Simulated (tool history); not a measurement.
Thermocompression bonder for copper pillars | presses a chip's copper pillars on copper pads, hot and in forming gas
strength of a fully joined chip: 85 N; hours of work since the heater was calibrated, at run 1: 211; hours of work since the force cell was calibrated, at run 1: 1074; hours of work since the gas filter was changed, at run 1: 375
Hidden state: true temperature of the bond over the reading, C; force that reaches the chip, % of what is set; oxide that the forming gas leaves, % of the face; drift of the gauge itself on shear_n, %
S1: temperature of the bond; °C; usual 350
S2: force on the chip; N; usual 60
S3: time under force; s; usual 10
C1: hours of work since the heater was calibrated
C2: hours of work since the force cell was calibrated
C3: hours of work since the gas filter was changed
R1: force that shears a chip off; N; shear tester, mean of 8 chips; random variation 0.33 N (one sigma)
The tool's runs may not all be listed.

run	hour	S1	S2	S3	C1	C2	C3	R1
1	0	350	60	10	211	1074	375	47.6
2	39	353	60	10	229	1091	392	47.8
3	116.7	350	60	21	264	1127	427	57.9
# hour 150.3: forming gas filter changed
4	181.8	350	60	21	293	1156	14	62.7
5	252.8	350	60	21	326	1188	46	62
6	317.9	350	60	21	355	1217	76	61.5
7	405	350	60	28	394	1257	115	65.2
8	453.1	369	60	10	416	1278	137	54.7
9	502.6	369	60	10	438	1301	159	55.4
10	549.3	350	60	10	460	1322	180	49.8
11	633.7	350	60	10	498	1360	219	49.4
12	708.2	350	46	10	531	1394	252	43.6
13	743.9	350	60	17	548	1410	268	56.8
14	780.2	350	87	10	564	1426	285	57.8
15	866.6	350	87	10	603	1465	324	57
16	950	350	87	10	641	1503	362	56.7
17	1001.2	350	54	10	664	1526	385	44.9
18	1044.2	350	41	10	683	1546	404	39
19	1104	350	41	10	710	1573	431	39.1
# hour 1134.9: forming gas filter changed
20	1157.2	350	60	10	734	1597	10	51.8
21	1197.7	350	60	10	752	1615	28	51.8
22	1256.1	350	60	8	779	1641	55	47.9
23	1309.1	350	60	8	803	1665	79	47.5
24	1349.3	350	60	8	821	1683	97	47.6
25	1432.9	350	60	8	859	1721	135	47.5
26	1485.2	362	60	10	882	1745	158	53.5
27	1546.2	362	60	10	910	1772	186	53.2
28	1630.7	346	53	8	948	1811	224	42.4
29	1693	321	58	8	976	1839	252	37.7
30	1764.9	324	56	12	1009	1871	285	42.7
31	1814.6	324	72	28	1031	1894	307	61
32	1869.6	351	46	24	1056	1919	332	55.1
33	1942.9	351	46	19	1089	1952	365	51.9
34	1980.6	350	90	10	1106	1969	382	57.7
35	2047.1	350	90	10	1137	1999	412	57.7
36	2093.1	360	46	10	1157	2020	433	44.9
# hour 2115.8: forming gas filter changed
37	2180.8	360	46	10	1197	2059	29	48.5
38	2239.8	345	84	15	1223	2086	56	64.6
39	2287.3	350	90	10	1245	2107	78	61.5

Forecast each of these 3 alternatives for the next run:
# hour 2295.7: force cell calibrated
A	2368.4	350	90	7	1281	33	114	?
# hour 2295.7: force cell calibrated
B	2368.4	350	40	10	1281	33	114	?
# hour 2295.7: force cell calibrated
C	2368.4	367	55	6	1281	33	114	?

run	R1
A	56.9
B	42.5
C	46.8
Without the tool's hidden state the same runs would have given:
run	R1
A	55.6
B	41
C	45.4
